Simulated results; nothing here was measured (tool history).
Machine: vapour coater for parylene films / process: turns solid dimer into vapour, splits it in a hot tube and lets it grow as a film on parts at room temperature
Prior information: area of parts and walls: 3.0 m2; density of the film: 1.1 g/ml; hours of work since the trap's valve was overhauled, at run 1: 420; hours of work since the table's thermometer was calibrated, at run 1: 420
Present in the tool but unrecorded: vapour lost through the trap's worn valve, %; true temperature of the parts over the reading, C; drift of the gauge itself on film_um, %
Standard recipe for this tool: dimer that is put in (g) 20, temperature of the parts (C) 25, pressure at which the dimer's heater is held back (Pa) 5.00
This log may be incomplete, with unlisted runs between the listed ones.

run,hour,dimer that is put in (g),temperature of the parts (C),pressure at which the dimer's heater is held back (Pa),hours of work since the trap's valve was overhauled,hours of work since the table's thermometer was calibrated,thickness of the film (nm)
1,0.0,20,25,5.00,420,420,2840
2,39.0,20,25,2.52,442,442,3240
3,85.9,20,25,5.00,469,469,2840
4,132.9,20,25,5.00,496,496,2820
5,192.3,20,25,5.00,530,530,2800
6,246.9,33,25,5.00,561,561,4630
7,288.1,20,31,5.00,585,585,2450
8,333.6,20,29,5.00,611,611,2620
9,396.0,20,29,5.00,646,646,2590
10,449.5,20,29,5.00,677,677,2590
# hour 476.8: trap's valve overhauled
11,507.7,12,29,5.00,18,708,1630
12,547.3,12,22,6.10,40,730,1790
13,588.1,12,22,6.10,64,754,1810
14,632.8,25,25,5.00,89,779,3630
15,668.4,25,25,5.00,109,799,3640
16,711.7,25,25,5.00,134,824,3620
17,746.9,27,25,9.58,154,844,3460

Here are 3 independent what-if runs from the current tool condition. What would each one return?
A,807.7,27,36,7.21,189,879,?
B,807.7,35,19,6.02,189,879,?
C,807.7,33,36,3.24,189,879,?

run,thickness of the film (nm)
A,2900
B,5530
C,4170
What these runs would have given with no unlogged condition in the tool:
run,thickness of the film (nm)
A,2910
B,5540
C,4180
